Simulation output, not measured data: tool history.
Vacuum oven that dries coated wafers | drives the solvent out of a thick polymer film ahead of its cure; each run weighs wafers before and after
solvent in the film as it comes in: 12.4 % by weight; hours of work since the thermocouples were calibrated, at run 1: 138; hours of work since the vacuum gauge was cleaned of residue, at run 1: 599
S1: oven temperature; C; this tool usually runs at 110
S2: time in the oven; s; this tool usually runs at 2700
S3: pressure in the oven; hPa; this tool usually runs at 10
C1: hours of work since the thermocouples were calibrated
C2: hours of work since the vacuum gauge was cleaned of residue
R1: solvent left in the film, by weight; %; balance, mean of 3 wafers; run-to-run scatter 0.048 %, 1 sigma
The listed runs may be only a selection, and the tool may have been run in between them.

| run | hour | S1 | S2 | S3 | C1 | C2 | R1 |
|---|---|---|---|---|---|---|---|
| 1 | 0 | 110 | 2700 | 10 | 138 | 599 | 1.39 |
| 2 | 37.6 | 110 | 2700 | 10 | 156 | 617 | 1.38 |
| 3 | 57.2 | 110 | 1320 | 10 | 165 | 626 | 3.6 |
| 4 | 99.8 | 110 | 2700 | 10 | 185 | 646 | 1.54 |
| 5 | 117.4 | 110 | 2700 | 10 | 194 | 655 | 1.46 |
| 6 | 149.8 | 110 | 2700 | 10 | 209 | 670 | 1.44 |
| 7 | 175.2 | 110 | 2700 | 10 | 221 | 682 | 1.43 |
| 8 | 195.9 | 110 | 2700 | 10 | 231 | 692 | 1.48 |
| 9 | 214.8 | 110 | 4260 | 20.4 | 240 | 701 | 1.14 |
| 10 | 249.7 | 110 | 4380 | 12.3 | 257 | 718 | 0.74 |
| 11 | 270.3 | 121 | 2700 | 28.2 | 267 | 728 | 1 |
| 12 | 309.6 | 121 | 2700 | 28.2 | 285 | 746 | 1.09 |

4 options for the next run, each taken on its own from the tool as it stands now. Forecast them:
| A | 345.7 | 121 | 4260 | 20.7 | 303 | 763 | ? |
| B | 345.7 | 110 | 4740 | 34.5 | 303 | 763 | ? |
| C | 345.7 | 113 | 2700 | 10 | 303 | 763 | ? |
| D | 345.7 | 112 | 2700 | 18.8 | 303 | 763 | ? |

| run | R1 |
|---|---|
| A | 0.66 |
| B | 1.61 |
| C | 1 |
| D | 1.44 |
Without the tool's unlogged condition, the same runs would have read:
| run | R1 |
|---|---|
| A | 0.54 |
| B | 1.42 |
| C | 0.8 |
| D | 1.22 |

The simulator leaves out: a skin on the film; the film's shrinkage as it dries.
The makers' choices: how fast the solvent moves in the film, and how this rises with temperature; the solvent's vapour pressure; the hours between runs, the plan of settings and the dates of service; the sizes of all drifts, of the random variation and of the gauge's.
